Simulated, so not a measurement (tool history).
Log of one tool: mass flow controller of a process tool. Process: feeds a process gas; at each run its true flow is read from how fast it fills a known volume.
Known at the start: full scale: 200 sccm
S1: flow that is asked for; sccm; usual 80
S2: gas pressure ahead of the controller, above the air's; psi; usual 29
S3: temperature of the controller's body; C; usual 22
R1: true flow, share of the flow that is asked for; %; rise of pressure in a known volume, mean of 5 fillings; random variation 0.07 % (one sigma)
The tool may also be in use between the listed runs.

run 1 day=0 | S1=80 S2=29 S3=22 | R1=98
run 2 day=13.542 | S1=80 S2=29 S3=22 | R1=97.97
run 3 day=24.75 | S1=80 S2=24.9 S3=22 | R1=97.82
run 4 day=37.1 | S1=80 S2=29 S3=22 | R1=98.28
run 5 day=51.383 | S1=80 S2=29 S3=26 | R1=98.52
run 6 day=65.05 | S1=80 S2=29 S3=22 | R1=98.34
run 7 day=74.2 | S1=80 S2=29 S3=22 | R1=98.4
run 8 day=88.775 | S1=80 S2=29 S3=31 | R1=99.3
run 9 day=95.358 | S1=80 S2=29 S3=31 | R1=99.26
run 10 day=102.579 | S1=80 S2=29 S3=31 | R1=99.15
run 11 day=116.621 | S1=80 S2=29 S3=31 | R1=99.44
run 12 day=124.442 | S1=80 S2=29 S3=22 | R1=98.77
run 13 day=132.667 | S1=80 S2=29 S3=22 | R1=98.76
run 14 day=143.312 | S1=80 S2=29 S3=30 | R1=99.56
-- day=144.412 controller's zero set anew
-- day=149.396 controller exchanged for a calibrated one
run 15 day=155.304 | S1=80 S2=31 S3=22 | R1=99.22
run 16 day=166.792 | S1=80 S2=31 S3=22 | R1=99.18
run 17 day=177.838 | S1=52 S2=29 S3=22 | R1=98.76
run 18 day=188.092 | S1=52 S2=29 S3=21 | R1=98.77
run 19 day=199.721 | S1=80 S2=29 S3=22 | R1=99.33
run 20 day=211.467 | S1=80 S2=29 S3=22 | R1=99.45
run 21 day=220.412 | S1=80 S2=29 S3=22 | R1=99.65
run 22 day=228.783 | S1=80 S2=29 S3=22 | R1=99.56
run 23 day=239.567 | S1=80 S2=29 S3=22 | R1=99.82
run 24 day=248.525 | S1=80 S2=29 S3=22 | R1=99.77
run 25 day=256.35 | S1=115 S2=21.5 S3=36 | R1=100.91
run 26 day=263.188 | S1=27 S2=20.9 S3=33 | R1=99.42
run 27 day=272.625 | S1=27 S2=20.9 S3=37 | R1=99.7
run 28 day=285.017 | S1=27 S2=28.1 S3=22 | R1=99.09
run 29 day=293.033 | S1=27 S2=28.1 S3=22 | R1=99.24
run 30 day=305.021 | S1=80 S2=26.7 S3=21 | R1=100.05
run 31 day=311.596 | S1=34 S2=30.5 S3=30 | R1=100.01
run 32 day=320.825 | S1=131 S2=24.1 S3=27 | R1=101.2
run 33 day=327.083 | S1=20 S2=24.1 S3=27 | R1=99.59
run 34 day=341.396 | S1=20 S2=24.1 S3=27 | R1=99.58
-- day=344.9 gauge calibrated
run 35 day=353.675 | S1=20 S2=33.2 S3=32 | R1=97.75
run 36 day=360.596 | S1=158 S2=28.6 S3=39 | R1=100.36
run 37 day=366.783 | S1=158 S2=28.6 S3=39 | R1=100.4
run 38 day=381.1 | S1=137 S2=24.7 S3=34 | R1=99.72
run 39 day=395.721 | S1=54 S2=22.6 S3=25 | R1=97.82
run 40 day=404.25 | S1=54 S2=22.6 S3=25 | R1=97.95
run 41 day=415.108 | S1=54 S2=22.6 S3=25 | R1=97.85
run 42 day=422.325 | S1=27 S2=33.6 S3=25 | R1=98.06
run 43 day=432.229 | S1=109 S2=25.1 S3=30 | R1=99.36
run 44 day=445.275 | S1=38 S2=33.8 S3=21 | R1=98.13
run 45 day=459.488 | S1=38 S2=33.8 S3=21 | R1=98.17
run 46 day=470.079 | S1=112 S2=21.8 S3=32 | R1=99.75
run 47 day=484.654 | S1=80 S2=27 S3=22 | R1=98.81

Measured less the same run without the tool's hidden state. The same run-to-run variation is in both; the gauge's scatter may not be:
The hidden state here: flow at rest that the sensor doesn't see, % of full scale; true flow over the shown one, %; drift of the gauge itself on true_pct, %.
run=1 R1=-0.02
run=2 R1=+0.08
run=3 R1=+0.16
run=4 R1=+0.26
run=5 R1=+0.36
run=6 R1=+0.47
run=7 R1=+0.53
run=8 R1=+0.65
run=9 R1=+0.7
run=10 R1=+0.74
run=11 R1=+0.85
run=12 R1=+0.91
run=13 R1=+0.97
run=14 R1=+1.06
run=15 R1=+1.16
run=16 R1=+1.24
run=17 R1=+1.31
run=18 R1=+1.39
run=19 R1=+1.48
run=20 R1=+1.57
run=21 R1=+1.64
run=22 R1=+1.7
run=23 R1=+1.78
run=24 R1=+1.84
run=25 R1=+1.92
run=26 R1=+1.94
run=27 R1=+2.02
run=28 R1=+2.09
run=29 R1=+2.15
run=30 R1=+2.26
run=31 R1=+2.3
run=32 R1=+2.4
run=33 R1=+2.4
run=34 R1=+2.5
run=35 R1=+0.05
run=36 R1=+0.12
run=37 R1=+0.16
run=38 R1=+0.27
run=39 R1=+0.36
run=40 R1=+0.42
run=41 R1=+0.51
run=42 R1=+0.56
run=43 R1=+0.65
run=44 R1=+0.73
run=45 R1=+0.83
run=46 R1=+0.93
run=47 R1=+1.03
